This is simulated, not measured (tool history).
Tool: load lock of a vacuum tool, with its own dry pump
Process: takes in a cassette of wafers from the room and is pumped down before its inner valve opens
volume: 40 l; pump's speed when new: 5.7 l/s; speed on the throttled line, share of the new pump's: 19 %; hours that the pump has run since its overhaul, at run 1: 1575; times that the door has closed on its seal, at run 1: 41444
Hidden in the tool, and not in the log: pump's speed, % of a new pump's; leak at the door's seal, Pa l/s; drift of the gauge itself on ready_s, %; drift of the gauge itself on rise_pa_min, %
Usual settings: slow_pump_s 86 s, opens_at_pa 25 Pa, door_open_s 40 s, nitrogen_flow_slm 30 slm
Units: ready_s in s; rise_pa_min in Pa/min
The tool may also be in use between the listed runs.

| run | hour | slow_pump_s | opens_at_pa | door_open_s | nitrogen_flow_slm | hours that the pump has run since its overhaul | times that the door has closed on its seal | incoming humidity of the room's air, % | ready_s | rise_pa_min |
|---|---|---|---|---|---|---|---|---|---|---|
| 1 | 0 | 86 | 25 | 40 | 30 | 1575 | 41444 | 41.5 | 127.6 | 0.211 |
| 2 | 582.5 | 86 | 25 | 40 | 30 | 2158 | 43006 | 44.7 | 128 | 0.223 |
| 3 | 1155.4 | 86 | 25 | 103 | 30 | 2731 | 44542 | 47.6 | 128.1 | 0.246 |
| 4 | 1570.1 | 54 | 25 | 40 | 30 | 3145 | 45654 | 45.3 | 102.4 | 0.253 |
| 5 | 2169 | 54 | 25 | 40 | 30 | 3744 | 47260 | 50.3 | 103.3 | 0.267 |
| 6 | 2705.1 | 86 | 25 | 40 | 30 | 4280 | 48698 | 46.1 | 129.2 | 0.283 |
|  | 3061 | door's seal changed, seat wiped |
| 7 | 3061 | 86 | 18 | 83 | 30 | 4635 | 0 | 44 | 130 | 0.008 |
| 8 | 3616.3 | 86 | 18 | 83 | 30 | 5190 | 1490 | 44.6 | 131.4 | 0.017 |
| 9 | 4208.6 | 142 | 25 | 40 | 34 | 5782 | 3078 | 43.7 | 173.1 | 0.012 |
| 10 | 4894.5 | 142 | 29 | 40 | 34 | 6468 | 4917 | 40.2 | 174.2 | 0.016 |
| 11 | 5342.3 | 68 | 25 | 28 | 40 | 6916 | 6118 | 43.2 | 115.4 | 0.018 |

5 ways to go on from here, each from the tool as it stands after run 11. What would each give?
| A | 5796.6 | 68 | 22 | 28 | 31 | 7370 | 7337 | 44.1 | ? | ? |
| B | 5796.6 | 169 | 25 | 64 | 8 | 7370 | 7337 | 46.9 | ? | ? |
| C | 5796.6 | 134 | 39 | 28 | 14 | 7370 | 7337 | 48.8 | ? | ? |
| D | 5796.6 | 68 | 25 | 46 | 40 | 7370 | 7337 | 45.2 | ? | ? |
| E | 5796.6 | 65 | 25 | 28 | 19 | 7370 | 7337 | 43.9 | ? | ? |

| run | ready_s | rise_pa_min |
|---|---|---|
| A | 116.4 | 0.026 |
| B | 195.2 | 0.036 |
| C | 164.9 | 0.025 |
| D | 114.5 | 0.023 |
| E | 112.3 | 0.02 |
Without the tool's hidden state the same runs would have given:
| run | ready_s | rise_pa_min |
|---|---|---|
| A | 113.6 | 0.01 |
| B | 193.7 | 0.02 |
| C | 163.2 | 0.009 |
| D | 111.8 | 0.007 |
| E | 109.6 | 0.004 |
